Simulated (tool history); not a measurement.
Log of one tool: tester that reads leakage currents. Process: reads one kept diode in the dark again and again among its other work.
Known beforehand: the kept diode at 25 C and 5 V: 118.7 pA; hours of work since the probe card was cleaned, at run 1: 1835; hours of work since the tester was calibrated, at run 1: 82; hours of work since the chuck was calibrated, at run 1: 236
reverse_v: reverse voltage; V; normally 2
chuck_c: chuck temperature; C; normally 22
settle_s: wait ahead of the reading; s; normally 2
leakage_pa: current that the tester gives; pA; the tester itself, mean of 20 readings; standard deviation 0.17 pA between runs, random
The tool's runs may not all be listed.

run   hour  reverse_v  chuck_c  settle_s  hours of work since the probe card was cleaned  hours of work since the tester was calibrated  hours of work since the chuck was calibrated  leakage_pa
  1      0          2       22         2                                            1835                                             82                                           236       54.97
  2   24.4          2       22         2                                            1846                                             92                                           246       55.07
  3   44.9          2       22      2.02                                            1854                                            101                                           255       54.97
  4   73.8          2       22      2.02                                            1866                                            113                                           267       54.99
  5   98.4          2       22         2                                            1877                                            123                                           277       54.93
  6  129.9          2       22         2                                            1890                                            136                                           291       55.12
  7  161.3          2       22         2                                            1903                                            150                                           304       55.21
  8  190.6          2       22         2                                            1916                                            162                                           316       55.09
  9  211.1          2       22         2                                            1924                                            171                                           325       55.12
 10  240.6          2       22         2                                            1937                                            183                                           337       55.13
 11  264.9          2       22         2                                            1947                                            193                                           347       55.03
 12  285.6          2       22      0.61                                            1956                                            202                                           356       55.68
 13  317.7          2       22      0.61                                            1969                                            216                                           370       55.19
 14  350.7          2       22         2                                            1983                                            229                                           384        55.1
 15  369.6          2       22         2                                            1991                                            237                                           392       55.22
 16  401.5          2       22         2                                            2005                                            251                                           405       55.02
 17  433.4          2       22         2                                            2018                                            264                                           418       54.97
 18    459       3.21       22         2                                            2029                                            275                                           429       70.76
 19  488.5       2.38       40      6.23                                            2041                                            288                                           442      313.24
 20  507.2      14.33       22         2                                            2049                                            295                                           450      156.61
 21  527.6      14.33       22         2                                            2058                                            304                                           458      155.84
 22  554.1      14.33       22         2                                            2069                                            315                                           469      156.33
 23  579.8      14.33       22         2                                            2080                                            326                                           480      156.47
 24  601.1       6.02       22         2                                            2089                                            335                                           489        98.3
 25  630.3       1.11       40      1.06                                            2101                                            347                                           501      210.93
 26    649       2.32       23      2.06                                            2109                                            355                                           509        65.7
 27  673.5          2       49       0.4                                            2119                                            366                                           520      609.45
 28  694.8       1.06       25      0.43                                            2128                                            374                                           529       52.97
 29    720      19.68       30      1.78                                            2139                                            385                                           539      389.63
 30  747.3      19.68       30      1.78                                            2150                                            397                                           551       391.3
 31  781.2      19.68       30      1.78                                            2165                                            411                                           565      389.92
 32  796.1      19.68       30      1.78                                            2171                                            417                                           571      393.92
 33  824.8      19.68       42      1.78                                            2183                                            429                                           583     1136.01
 34  853.8          2       22      2.55                                            2195                                            442                                           596       55.22
 35  885.7      14.79       29      0.94                                            2209                                            455                                           609      308.38

Consider 5 possible next runs. They are alternatives, not a sequence: every one starts from the tool as it was left by run 35. What does each give?
  A  901.5       1.72       46      0.34                                            2215                                            462                                           616           ?
  B  901.5       3.49       29      1.92                                            2215                                            462                                           616           ?
  C  901.5       1.64       29         2                                            2215                                            462                                           616           ?
  D  901.5      14.79       29      0.51                                            2215                                            462                                           616           ?
  E  901.5      16.36       57      0.94                                            2215                                            462                                           616           ?

run  leakage_pa
  A      439.08
  B       143.6
  C       95.84
  D      309.17
  E     3472.54
Stripped of hidden state, with their random variation kept, the same runs would have yielded:
run  leakage_pa
  A      439.83
  B      143.79
  C       95.99
  D      309.39
  E     3477.96

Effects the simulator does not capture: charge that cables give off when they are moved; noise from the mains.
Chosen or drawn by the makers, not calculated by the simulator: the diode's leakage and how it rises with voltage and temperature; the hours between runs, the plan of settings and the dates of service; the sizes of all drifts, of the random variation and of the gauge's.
